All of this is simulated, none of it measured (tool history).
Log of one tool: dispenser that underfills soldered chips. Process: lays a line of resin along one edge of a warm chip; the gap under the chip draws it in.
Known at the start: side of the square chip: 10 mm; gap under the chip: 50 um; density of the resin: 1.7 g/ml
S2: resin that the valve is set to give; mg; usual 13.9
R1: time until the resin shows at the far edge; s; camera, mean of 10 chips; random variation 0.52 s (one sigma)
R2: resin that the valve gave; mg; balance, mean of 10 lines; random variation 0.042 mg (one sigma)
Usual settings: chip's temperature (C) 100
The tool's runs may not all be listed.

Run 1, hour 0: usual settings. Result: R1 56.3 s, R2 13.79 mg.
Run 2, hour 5.3: usual settings. Result: R1 65.9 s, R2 13.68 mg.
At hour 9.7: new syringe of resin.
Run 3, hour 12.5: usual settings but S2 12.4 mg. Result: R1 47.6 s, R2 12.19 mg.
At hour 17.1: dispensing valve cleaned and set on the balance.
Run 4, hour 22.2: usual settings but S2 13.1 mg. Result: R1 59.7 s, R2 13.13 mg.
Run 5, hour 26.4: usual settings but S2 13.1 mg. Result: R1 68.1 s, R2 13.07 mg.
At hour 29.9: new syringe of resin.
Run 6, hour 35.5: usual settings but S2 13.1 mg. Result: R1 50.8 s, R2 13 mg.
Run 7, hour 44.4: usual settings but S2 13.1 mg. Result: R1 67.2 s, R2 13 mg.
At hour 49.3: new syringe of resin.
Run 8, hour 53.3: usual settings but S2 13.1 mg. Result: R1 50.6 s, R2 13 mg.
Run 9, hour 61.6: usual settings but S2 13.1 mg. Result: R1 63.6 s, R2 12.98 mg.
At hour 68.4: new syringe of resin.
Run 10, hour 71.3: usual settings but chip's temperature (C) 103, S2 12.2 mg. Result: R1 43.2 s, R2 12.03 mg.
Run 11, hour 79.9: usual settings but chip's temperature (C) 103, S2 12.2 mg. Result: R1 54.9 s, R2 12.06 mg.
At hour 87.5: new syringe of resin.
Run 12, hour 89: usual settings but chip's temperature (C) 103, S2 12.2 mg. Result: R1 43.3 s, R2 12.04 mg.
At hour 95.6: dispensing valve cleaned and set on the balance.
Run 13, hour 95.8: usual settings but chip's temperature (C) 103, S2 13.4 mg. Result: R1 48.4 s, R2 13.37 mg.
Run 14, hour 102.9: usual settings but chip's temperature (C) 103, S2 13.4 mg. Result: R1 62.4 s, R2 13.42 mg.
At hour 107.7: new syringe of resin.
Run 15, hour 110.6: usual settings but chip's temperature (C) 99. Result: R1 49.1 s, R2 13.79 mg.
Run 16, hour 115.8: usual settings but chip's temperature (C) 112, S2 18.1 mg. Result: R1 37.3 s, R2 17.96 mg.
Run 17, hour 125.2: usual settings but chip's temperature (C) 88, S2 18.1 mg. Result: R1 102.4 s, R2 17.94 mg.
At hour 126.7: new syringe of resin.
Run 18, hour 129.8: usual settings but chip's temperature (C) 96, S2 14.3 mg. Result: R1 53.6 s, R2 14.14 mg.

Hidden state or all else? Some run-to-run changes of R1, split into what the settings, what came in and random variation would give without the hidden state, and what is left for the hidden state (with any gauge scatter that isn't in both results):
The hidden state here: resin's viscosity, % of fresh resin's; dose that the valve gives, % of what is set; true chip temperature over the reading, C; drift of the gauge itself on fill_s, %; drift of the gauge itself on given_mg, %.
Run 16 -> 17: chip's temperature (C) 112 -> 88. R1 +65.1 s: hidden state +33.2, all else +31.9.
Run 17 -> 18: chip's temperature (C) 88 -> 96, S2 18.1 -> 14.3, new syringe of resin. R1 -48.8 s: hidden state -35.3, all else -13.5.

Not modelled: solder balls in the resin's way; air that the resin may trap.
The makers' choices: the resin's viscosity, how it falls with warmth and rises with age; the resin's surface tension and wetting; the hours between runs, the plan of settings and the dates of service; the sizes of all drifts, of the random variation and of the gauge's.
